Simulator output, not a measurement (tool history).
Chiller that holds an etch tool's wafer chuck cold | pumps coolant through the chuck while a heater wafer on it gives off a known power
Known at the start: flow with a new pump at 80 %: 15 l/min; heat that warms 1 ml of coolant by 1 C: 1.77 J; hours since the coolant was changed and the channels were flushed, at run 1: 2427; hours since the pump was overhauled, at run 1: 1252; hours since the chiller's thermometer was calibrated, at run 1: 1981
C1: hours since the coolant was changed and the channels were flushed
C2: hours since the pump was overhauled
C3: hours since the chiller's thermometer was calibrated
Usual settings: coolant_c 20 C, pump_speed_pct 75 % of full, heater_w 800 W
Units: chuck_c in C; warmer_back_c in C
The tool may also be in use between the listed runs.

Run 1, hour 0.0: usual settings; C1 2427; C2 1252; C3 1981. Result: chuck_c 26.9 C, warmer_back_c 1.96 C.
Run 2, hour 28.0: usual settings; C1 2455; C2 1280; C3 2009. Result: chuck_c 27.1 C, warmer_back_c 1.97 C.
Run 3, hour 49.5: usual settings; C1 2476; C2 1301; C3 2031. Result: chuck_c 27.1 C, warmer_back_c 2.01 C.
Run 4, hour 81.1: usual settings but pump_speed_pct 99 % of full; C1 2508; C2 1333; C3 2062. Result: chuck_c 26.0 C, warmer_back_c 1.52 C.
Run 5, hour 98.6: usual settings; C1 2526; C2 1350; C3 2080. Result: chuck_c 26.9 C, warmer_back_c 2.05 C.
Run 6, hour 115.5: usual settings but pump_speed_pct 85 % of full; C1 2543; C2 1367; C3 2097. Result: chuck_c 26.5 C, warmer_back_c 1.74 C.
Run 7, hour 134.3: usual settings; C1 2561; C2 1386; C3 2115. Result: chuck_c 27.1 C, warmer_back_c 1.97 C.
Run 8, hour 163.8: usual settings but heater_w 716 W; C1 2591; C2 1415; C3 2145. Result: chuck_c 26.1 C, warmer_back_c 1.78 C.
Run 9, hour 195.3: usual settings but heater_w 716 W; C1 2622; C2 1447; C3 2176. Result: chuck_c 26.3 C, warmer_back_c 1.77 C.
Run 10, hour 222.9: usual settings but heater_w 716 W; C1 2650; C2 1475; C3 2204. Result: chuck_c 26.5 C, warmer_back_c 1.80 C.
Run 11, hour 259.3: usual settings but heater_w 716 W; C1 2686; C2 1511; C3 2240. Result: chuck_c 26.4 C, warmer_back_c 1.73 C.
Run 12, hour 277.9: usual settings; C1 2705; C2 1530; C3 2259. Result: chuck_c 27.2 C, warmer_back_c 1.94 C.
Run 13, hour 300.9: usual settings; C1 2728; C2 1553; C3 2282. Result: chuck_c 27.1 C, warmer_back_c 2.01 C.
Run 14, hour 324.6: usual settings but pump_speed_pct 87 % of full; C1 2752; C2 1576; C3 2306. Result: chuck_c 26.6 C, warmer_back_c 1.70 C.
Run 15, hour 347.4: usual settings but coolant_c 15 C; C1 2774; C2 1599; C3 2328. Result: chuck_c 22.1 C, warmer_back_c 2.01 C.
Run 16, hour 370.6: usual settings but coolant_c 15 C; C1 2798; C2 1622; C3 2352. Result: chuck_c 22.1 C, warmer_back_c 1.97 C.
Run 17, hour 396.5: usual settings but coolant_c 15 C; C1 2823; C2 1648; C3 2377. Result: chuck_c 22.2 C, warmer_back_c 1.99 C.
Run 18, hour 427.0: usual settings but pump_speed_pct 72 % of full, heater_w 812 W; C1 2854; C2 1679; C3 2408. Result: chuck_c 27.5 C, warmer_back_c 2.16 C.
Run 19, hour 460.8: usual settings but coolant_c 11 C, pump_speed_pct 70 % of full, heater_w 532 W; C1 2888; C2 1712; C3 2442. Result: chuck_c 16.0 C, warmer_back_c 1.40 C.
Run 20, hour 478.5: usual settings but coolant_c 18 C, pump_speed_pct 66 % of full, heater_w 532 W; C1 2905; C2 1730; C3 2460. Result: chuck_c 22.9 C, warmer_back_c 1.51 C.
Run 21, hour 515.7: usual settings but coolant_c 24 C, pump_speed_pct 81 % of full, heater_w 532 W; C1 2943; C2 1767; C3 2497. Result: chuck_c 28.7 C, warmer_back_c 1.23 C.
Run 22, hour 551.2: usual settings but coolant_c 15 C, pump_speed_pct 61 % of full; C1 2978; C2 1803; C3 2532. Result: chuck_c 23.1 C, warmer_back_c 2.49 C.
Run 23, hour 576.3: usual settings but coolant_c 28 C; C1 3003; C2 1828; C3 2557. Result: chuck_c 35.1 C, warmer_back_c 2.00 C.
Run 24, hour 598.2: usual settings but coolant_c 17 C; C1 3025; C2 1850; C3 2579. Result: chuck_c 24.3 C, warmer_back_c 2.02 C.
Run 25, hour 623.7: usual settings but coolant_c 17 C; C1 3051; C2 1875; C3 2605. Result: chuck_c 24.2 C, warmer_back_c 1.95 C.
Run 26, hour 639.1: usual settings but coolant_c 17 C; C1 3066; C2 1891; C3 2620. Result: chuck_c 24.1 C, warmer_back_c 2.02 C.
Run 27, hour 662.2: usual settings but heater_w 649 W; C1 3089; C2 1914; C3 2643. Result: chuck_c 25.9 C, warmer_back_c 1.60 C.
Run 28, hour 685.0: usual settings but coolant_c 24 C, heater_w 419 W; C1 3112; C2 1937; C3 2666. Result: chuck_c 27.5 C, warmer_back_c 1.08 C.
Run 29, hour 715.8: usual settings but pump_speed_pct 67 % of full, heater_w 640 W; C1 3143; C2 1967; C3 2697. Result: chuck_c 26.3 C, warmer_back_c 1.80 C.
Run 30, hour 739.5: usual settings but pump_speed_pct 67 % of full, heater_w 640 W; C1 3166; C2 1991; C3 2720. Result: chuck_c 26.1 C, warmer_back_c 1.76 C.
Run 31, hour 755.1: usual settings but pump_speed_pct 67 % of full, heater_w 640 W; C1 3182; C2 2007; C3 2736. Result: chuck_c 26.0 C, warmer_back_c 1.81 C.
Run 32, hour 789.5: usual settings but pump_speed_pct 67 % of full, heater_w 640 W; C1 3216; C2 2041; C3 2771. Result: chuck_c 26.1 C, warmer_back_c 1.80 C.
Run 33, hour 814.8: usual settings but pump_speed_pct 67 % of full, heater_w 640 W; C1 3242; C2 2066; C3 2796. Result: chuck_c 26.1 C, warmer_back_c 1.76 C.

Forecast each of these 3 alternatives for the next run:
Run A, hour 832.1: usual settings but coolant_c 19 C, pump_speed_pct 72 % of full, heater_w 405 W; C1 3259; C2 2084; C3 2813. Result: chuck_c ?, warmer_back_c ?.
Run B, hour 832.1: usual settings but coolant_c 26 C, pump_speed_pct 77 % of full, heater_w 932 W; C1 3259; C2 2084; C3 2813. Result: chuck_c ?, warmer_back_c ?.
Run C, hour 832.1: usual settings but coolant_c 25 C; C1 3259; C2 2084; C3 2813. Result: chuck_c ?, warmer_back_c ?.

run  chuck_c  warmer_back_c
  A     22.7           1.04
  B     34.2           2.28
  C     32.3           1.98
Without the tool's hidden state the same runs would have given:
run  chuck_c  warmer_back_c
  A     22.5           0.99
  B     33.3           2.18
  C     31.5           1.89

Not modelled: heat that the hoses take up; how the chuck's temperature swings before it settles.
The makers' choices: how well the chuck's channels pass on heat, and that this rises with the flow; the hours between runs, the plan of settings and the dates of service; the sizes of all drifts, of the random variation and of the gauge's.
